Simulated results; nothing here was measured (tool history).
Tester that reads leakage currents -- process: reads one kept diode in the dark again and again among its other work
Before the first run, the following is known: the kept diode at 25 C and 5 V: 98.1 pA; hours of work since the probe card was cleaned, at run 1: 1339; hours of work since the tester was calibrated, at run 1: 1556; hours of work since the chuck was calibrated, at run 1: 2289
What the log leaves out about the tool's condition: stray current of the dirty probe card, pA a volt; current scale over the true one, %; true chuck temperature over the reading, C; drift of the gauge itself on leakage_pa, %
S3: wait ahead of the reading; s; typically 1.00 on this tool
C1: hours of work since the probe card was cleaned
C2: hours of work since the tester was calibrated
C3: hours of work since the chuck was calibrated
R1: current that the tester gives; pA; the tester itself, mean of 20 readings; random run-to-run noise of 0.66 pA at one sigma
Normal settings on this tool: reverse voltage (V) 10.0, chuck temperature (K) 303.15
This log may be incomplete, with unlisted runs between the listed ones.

Run 1, hour 0.0: usual settings; C1 1339; C2 1556; C3 2289. Result: R1 190.51 pA.
At hour 30.6: chuck's temperature calibrated.
Run 2, hour 32.0: usual settings; C1 1361; C2 1577; C3 1. Result: R1 222.26 pA.
Run 3, hour 85.0: usual settings; C1 1398; C2 1615; C3 39. Result: R1 222.31 pA.
Run 4, hour 137.9: usual settings but S3 2.58 s; C1 1436; C2 1652; C3 76. Result: R1 220.79 pA.
Run 5, hour 167.0: usual settings but S3 2.58 s; C1 1457; C2 1673; C3 97. Result: R1 222.35 pA.
Run 6, hour 195.9: usual settings but S3 2.86 s; C1 1477; C2 1694; C3 117. Result: R1 220.07 pA.
Run 7, hour 243.5: usual settings but reverse voltage (V) 9.7; C1 1511; C2 1727; C3 151. Result: R1 217.87 pA.
Run 8, hour 285.1: usual settings but reverse voltage (V) 9.7; C1 1541; C2 1757; C3 181. Result: R1 217.04 pA.
Run 9, hour 320.3: usual settings but reverse voltage (V) 1.0; C1 1566; C2 1782; C3 206. Result: R1 69.42 pA.
Run 10, hour 355.9: usual settings but reverse voltage (V) 1.0; C1 1591; C2 1807; C3 231. Result: R1 69.85 pA.
Run 11, hour 400.4: usual settings; C1 1623; C2 1839; C3 263. Result: R1 219.84 pA.
Run 12, hour 435.1: usual settings but S3 0.67 s; C1 1647; C2 1864; C3 287. Result: R1 218.24 pA.
Run 13, hour 457.8: usual settings; C1 1663; C2 1880; C3 303. Result: R1 218.92 pA.
Run 14, hour 485.3: usual settings; C1 1683; C2 1899; C3 323. Result: R1 217.83 pA.
Run 15, hour 524.2: usual settings; C1 1710; C2 1927; C3 351. Result: R1 217.54 pA.
Run 16, hour 576.1: usual settings; C1 1747; C2 1964; C3 388. Result: R1 217.37 pA.
Run 17, hour 606.9: usual settings; C1 1769; C2 1985; C3 409. Result: R1 216.65 pA.
Run 18, hour 638.8: usual settings; C1 1792; C2 2008; C3 432. Result: R1 217.38 pA.
Run 19, hour 676.4: usual settings but reverse voltage (V) 4.9; C1 1819; C2 2035; C3 459. Result: R1 151.45 pA.
Run 20, hour 718.1: usual settings but reverse voltage (V) 4.9, S3 3.05 s; C1 1848; C2 2065; C3 488. Result: R1 150.05 pA.
Run 21, hour 763.4: usual settings but reverse voltage (V) 9.1, chuck temperature (K) 294.15; C1 1880; C2 2097; C3 521. Result: R1 94.90 pA.
Run 22, hour 804.2: usual settings but chuck temperature (K) 309.15, S3 0.31 s; C1 1909; C2 2126; C3 550. Result: R1 360.08 pA.
Run 23, hour 846.5: usual settings but chuck temperature (K) 309.15, S3 0.31 s; C1 1939; C2 2156; C3 580. Result: R1 361.14 pA.
Run 24, hour 876.9: usual settings but reverse voltage (V) 2.6, chuck temperature (K) 309.15, S3 6.33 s; C1 1961; C2 2177; C3 601. Result: R1 183.23 pA.
Run 25, hour 928.9: usual settings but reverse voltage (V) 7.6, chuck temperature (K) 321.15, S3 0.92 s; C1 1998; C2 2214; C3 638. Result: R1 838.56 pA.
Run 26, hour 953.8: usual settings but reverse voltage (V) 3.0, chuck temperature (K) 297.15; C1 2016; C2 2232; C3 656. Result: R1 68.68 pA.
Run 27, hour 983.0: usual settings but reverse voltage (V) 14.0, S3 2.26 s; C1 2036; C2 2253; C3 677. Result: R1 255.06 pA.
Run 28, hour 1030.7: usual settings but reverse voltage (V) 9.6, chuck temperature (K) 328.15, S3 2.01 s; C1 2070; C2 2287; C3 710. Result: R1 1603.18 pA.
Run 29, hour 1060.8: usual settings but reverse voltage (V) 1.2, S3 0.87 s; C1 2092; C2 2308; C3 732. Result: R1 73.80 pA.
Run 30, hour 1083.2: usual settings but reverse voltage (V) 1.2, S3 0.87 s; C1 2108; C2 2324; C3 748. Result: R1 73.90 pA.
Run 31, hour 1114.4: usual settings but reverse voltage (V) 11.2, S3 1.18 s; C1 2130; C2 2346; C3 770. Result: R1 226.09 pA.
Run 32, hour 1137.1: usual settings but chuck temperature (K) 328.15, S3 1.80 s; C1 2146; C2 2362; C3 786. Result: R1 1630.52 pA.
Run 33, hour 1181.1: usual settings but reverse voltage (V) 8.6, chuck temperature (K) 302.15, S3 3.43 s; C1 2177; C2 2393; C3 817. Result: R1 179.34 pA.
Run 34, hour 1220.2: usual settings but reverse voltage (V) 3.4; C1 2205; C2 2421; C3 845. Result: R1 123.35 pA.
Run 35, hour 1249.6: usual settings but reverse voltage (V) 4.1, chuck temperature (K) 318.15; C1 2226; C2 2442; C3 866. Result: R1 479.93 pA.
Run 36, hour 1273.3: usual settings but reverse voltage (V) 1.0, chuck temperature (K) 321.15, S3 0.53 s; C1 2243; C2 2459; C3 883. Result: R1 306.03 pA.
Run 37, hour 1310.6: usual settings but reverse voltage (V) 1.0, chuck temperature (K) 321.15, S3 0.53 s; C1 2269; C2 2485; C3 909. Result: R1 304.39 pA.
Run 38, hour 1335.1: usual settings but reverse voltage (V) 1.0, chuck temperature (K) 321.15, S3 0.53 s; C1 2286; C2 2503; C3 927. Result: R1 305.03 pA.
Run 39, hour 1362.5: usual settings but reverse voltage (V) 2.8, chuck temperature (K) 325.15, S3 9.16 s; C1 2306; C2 2522; C3 946. Result: R1 693.37 pA.
Run 40, hour 1391.6: usual settings but reverse voltage (V) 2.8, chuck temperature (K) 327.15, S3 0.33 s; C1 2327; C2 2543; C3 967. Result: R1 803.73 pA.

How would selected steps in R1 from run to run divide? Give the signed amount a tool lacking its hidden state would still show from settings, what came in and random variation, and the signed amount left for the hidden state, including any gauge scatter that is not in both of the compared results.
Run 27 -> 28: reverse voltage (V) 14.0 -> 9.6, chuck temperature (K) 303.15 -> 328.15, S3 2.26 -> 2.01. R1 +1348.12 pA: hidden state -81.42, all else +1429.54.
Run 28 -> 29: reverse voltage (V) 9.6 -> 1.2, chuck temperature (K) 328.15 -> 303.15, S3 2.01 -> 0.87. R1 -1529.38 pA: hidden state +79.61, all else -1608.99.
Run 31 -> 32: reverse voltage (V) 11.2 -> 10.0, chuck temperature (K) 303.15 -> 328.15, S3 1.18 -> 1.80. R1 +1404.43 pA: hidden state -88.35, all else +1492.78.
Run 32 -> 33: reverse voltage (V) 10.0 -> 8.6, chuck temperature (K) 328.15 -> 302.15, S3 1.80 -> 3.43. R1 -1451.18 pA: hidden state +88.32, all else -1539.50.
